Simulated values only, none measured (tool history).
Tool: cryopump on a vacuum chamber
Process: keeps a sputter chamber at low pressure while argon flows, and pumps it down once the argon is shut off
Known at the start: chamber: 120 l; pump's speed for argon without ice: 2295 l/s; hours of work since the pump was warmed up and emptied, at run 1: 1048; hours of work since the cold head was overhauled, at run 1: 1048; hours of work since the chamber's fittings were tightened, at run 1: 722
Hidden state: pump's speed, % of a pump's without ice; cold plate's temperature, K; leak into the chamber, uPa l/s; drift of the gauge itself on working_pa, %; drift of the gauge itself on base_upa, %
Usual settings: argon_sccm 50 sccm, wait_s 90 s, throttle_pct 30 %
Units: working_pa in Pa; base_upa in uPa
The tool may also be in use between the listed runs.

run	hour	argon_sccm	wait_s	throttle_pct	hours of work since the pump was warmed up and emptied	hours of work since the cold head was overhauled	hours of work since the chamber's fittings were tightened	working_pa	base_upa
1	0.0	50	90	30	1048	1048	722	0.1379	0.72
2	38.6	50	249	30	1078	1078	753	0.1371	0.56
# hour 75.0: pump warmed up, emptied and cooled again
3	75.9	50	90	30	1	1104	778	0.1239	0.61
4	103.9	50	90	30	23	1126	800	0.1237	0.66
5	125.0	50	90	30	39	1142	817	0.1239	0.69
6	156.4	50	90	30	64	1167	842	0.1244	0.64
7	175.0	50	90	30	79	1182	856	0.1242	0.69
8	192.9	50	90	30	93	1196	870	0.1247	0.69

Forecast run 9:
9	222.2	50	140	30	116	1219	894	?	?

working_pa: 0.1246 Pa
base_upa: 0.58 uPa
Without the tool's hidden state the same run would have given working_pa 0.1228 Pa, base_upa 0.28 uPa.

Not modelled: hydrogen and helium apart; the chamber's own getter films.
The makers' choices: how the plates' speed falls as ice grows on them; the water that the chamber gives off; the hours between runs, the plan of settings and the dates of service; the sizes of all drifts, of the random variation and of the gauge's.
